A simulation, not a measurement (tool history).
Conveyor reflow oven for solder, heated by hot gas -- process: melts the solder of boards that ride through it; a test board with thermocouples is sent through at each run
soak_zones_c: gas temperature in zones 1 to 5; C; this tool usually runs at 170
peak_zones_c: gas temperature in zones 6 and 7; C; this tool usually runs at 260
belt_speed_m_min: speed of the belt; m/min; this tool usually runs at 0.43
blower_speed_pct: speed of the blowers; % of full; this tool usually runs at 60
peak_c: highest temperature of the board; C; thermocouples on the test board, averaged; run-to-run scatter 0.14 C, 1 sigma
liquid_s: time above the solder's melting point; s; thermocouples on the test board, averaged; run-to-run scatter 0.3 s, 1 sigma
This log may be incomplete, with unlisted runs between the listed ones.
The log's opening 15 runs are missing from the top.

run 16 hour=430.1 | soak_zones_c=170 peak_zones_c=265 belt_speed_m_min=0.434 blower_speed_pct=60 | peak_c=244.4 liquid_s=61.2
run 17 hour=453.6 | soak_zones_c=178 peak_zones_c=248 belt_speed_m_min=0.462 blower_speed_pct=56 | peak_c=229.1 liquid_s=36.6
run 18 hour=472.1 | soak_zones_c=178 peak_zones_c=248 belt_speed_m_min=0.462 blower_speed_pct=56 | peak_c=229 liquid_s=37.2
run 19 hour=501.2 | soak_zones_c=173 peak_zones_c=250 belt_speed_m_min=0.452 blower_speed_pct=69 | peak_c=234.2 liquid_s=47.5
run 20 hour=525.3 | soak_zones_c=173 peak_zones_c=250 belt_speed_m_min=0.452 blower_speed_pct=69 | peak_c=234.2 liquid_s=47.2
-- hour=542.9 flux residue cleaned out of gas plates and filters
run 21 hour=570.4 | soak_zones_c=177 peak_zones_c=275 belt_speed_m_min=0.446 blower_speed_pct=69 | peak_c=256.3 liquid_s=74.4
run 22 hour=604.6 | soak_zones_c=177 peak_zones_c=275 belt_speed_m_min=0.446 blower_speed_pct=69 | peak_c=256.2 liquid_s=74.6
run 23 hour=623.1 | soak_zones_c=165 peak_zones_c=271 belt_speed_m_min=0.446 blower_speed_pct=69 | peak_c=250.7 liquid_s=64
run 24 hour=661.2 | soak_zones_c=171 peak_zones_c=271 belt_speed_m_min=0.454 blower_speed_pct=69 | peak_c=251.3 liquid_s=65.4
run 25 hour=691.1 | soak_zones_c=170 peak_zones_c=262 belt_speed_m_min=0.43 blower_speed_pct=80 | peak_c=247.9 liquid_s=67.9
-- hour=700.4 thermocouples of zones 6 and 7 changed
run 26 hour=728 | soak_zones_c=162 peak_zones_c=260 belt_speed_m_min=0.348 blower_speed_pct=60 | peak_c=246 liquid_s=77.6
run 27 hour=755.6 | soak_zones_c=175 peak_zones_c=252 belt_speed_m_min=0.348 blower_speed_pct=65 | peak_c=241.9 liquid_s=80.3
-- hour=805.2 flux residue cleaned out of gas plates and filters
run 28 hour=805.2 | soak_zones_c=175 peak_zones_c=252 belt_speed_m_min=0.348 blower_speed_pct=65 | peak_c=241.9 liquid_s=81
run 29 hour=836.5 | soak_zones_c=170 peak_zones_c=260 belt_speed_m_min=0.377 blower_speed_pct=89 | peak_c=251.2 liquid_s=83.9
run 30 hour=862.1 | soak_zones_c=170 peak_zones_c=260 belt_speed_m_min=0.377 blower_speed_pct=89 | peak_c=251.3 liquid_s=84

Each row is a separate what-if for the run after 30, all from the same tool condition, not one after another. Results?
run A hour=887.2 | soak_zones_c=170 peak_zones_c=260 belt_speed_m_min=0.353 blower_speed_pct=89 | peak_c=? liquid_s=?
run B hour=887.2 | soak_zones_c=180 peak_zones_c=258 belt_speed_m_min=0.43 blower_speed_pct=60 | peak_c=? liquid_s=?
run C hour=887.2 | soak_zones_c=170 peak_zones_c=260 belt_speed_m_min=0.389 blower_speed_pct=60 | peak_c=? liquid_s=?
run D hour=887.2 | soak_zones_c=165 peak_zones_c=257 belt_speed_m_min=0.377 blower_speed_pct=89 | peak_c=? liquid_s=?

run=A peak_c=252.2 liquid_s=91.5
run=B peak_c=241.1 liquid_s=62.9
run=C peak_c=243.7 liquid_s=68.8
run=D peak_c=247.6 liquid_s=79.2
Without the tool's hidden state the same runs would have given:
run=A peak_c=252.2 liquid_s=91.4
run=B peak_c=241.1 liquid_s=62.8
run=C peak_c=243.7 liquid_s=68.7
run=D peak_c=247.6 liquid_s=79.1

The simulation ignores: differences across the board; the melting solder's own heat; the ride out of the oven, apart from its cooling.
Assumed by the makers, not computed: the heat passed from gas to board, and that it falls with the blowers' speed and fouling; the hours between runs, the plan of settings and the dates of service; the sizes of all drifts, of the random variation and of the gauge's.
